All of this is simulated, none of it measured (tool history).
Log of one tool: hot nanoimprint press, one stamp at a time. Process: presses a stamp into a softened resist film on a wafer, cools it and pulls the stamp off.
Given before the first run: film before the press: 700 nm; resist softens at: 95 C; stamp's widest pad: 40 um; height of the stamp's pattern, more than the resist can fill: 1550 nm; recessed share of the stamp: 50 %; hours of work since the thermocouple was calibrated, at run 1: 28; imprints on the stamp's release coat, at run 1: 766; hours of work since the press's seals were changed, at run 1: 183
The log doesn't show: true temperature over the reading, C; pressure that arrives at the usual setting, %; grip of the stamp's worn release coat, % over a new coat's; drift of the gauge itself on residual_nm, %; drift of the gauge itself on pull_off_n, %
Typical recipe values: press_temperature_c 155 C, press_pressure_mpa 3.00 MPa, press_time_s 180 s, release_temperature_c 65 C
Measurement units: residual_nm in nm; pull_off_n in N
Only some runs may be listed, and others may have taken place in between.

run,day,press_temperature_c,press_pressure_mpa,press_time_s,release_temperature_c,hours of work since the thermocouple was calibrated,imprints on the stamp's release coat,hours of work since the press's seals were changed,residual_nm,pull_off_n
1,0.000,155,3.00,180,65,28,766,183,415.2,129
# day 1.679: stamp cleaned and given a new release coat
2,2.767,155,3.00,180,65,60,66,216,416.6,119
3,6.412,155,3.00,121,65,107,289,263,465.8,127
4,8.438,155,3.00,121,70,133,412,289,471.0,114
5,11.300,155,3.00,180,51,170,587,325,422.0,163
6,15.150,155,3.00,180,65,220,821,375,419.8,131
# day 15.754: stamp cleaned and given a new release coat
# day 18.083: plate thermocouple calibrated
7,18.083,155,3.00,180,65,0,135,408,408.5,118
8,20.671,155,3.00,180,65,33,292,441,411.2,126
9,23.667,155,3.00,180,65,72,475,479,414.3,126
10,25.338,155,3.00,180,65,93,577,501,413.1,128
11,28.317,155,3.00,180,65,131,759,539,415.3,129
# day 30.062: stamp cleaned and given a new release coat
12,31.475,154,3.00,180,65,169,86,576,436.4,123
13,34.421,155,3.00,180,50,207,266,614,420.9,155
# day 38.292: plate thermocouple calibrated
14,38.383,163,3.00,180,50,1,500,664,281.9,159
15,40.342,155,3.00,180,65,26,619,689,416.5,123
16,42.329,155,3.00,180,65,52,740,714,418.9,132
# day 44.475: stamp cleaned and given a new release coat
17,44.779,155,3.00,180,65,80,19,743,420.7,117
18,48.092,155,3.99,193,62,123,221,785,366.9,131
19,51.446,155,3.99,193,62,166,425,828,370.2,133
20,53.242,155,3.99,193,62,189,535,851,368.7,136
21,55.542,147,3.99,193,70,218,675,881,523.7,115
# day 58.496: plate thermocouple calibrated
# day 58.746: stamp cleaned and given a new release coat
22,59.050,147,2.16,233,70,4,18,921,573.6,113

Expected results for the next run?
23,62.062,155,3.98,180,61,43,202,960,?,?

residual_nm: 382.5 nm
pull_off_n: 134 N
If the tool had no hidden condition, the same run with the same run-to-run variation would have returned residual_nm 367.8 nm, pull_off_n 130 N.
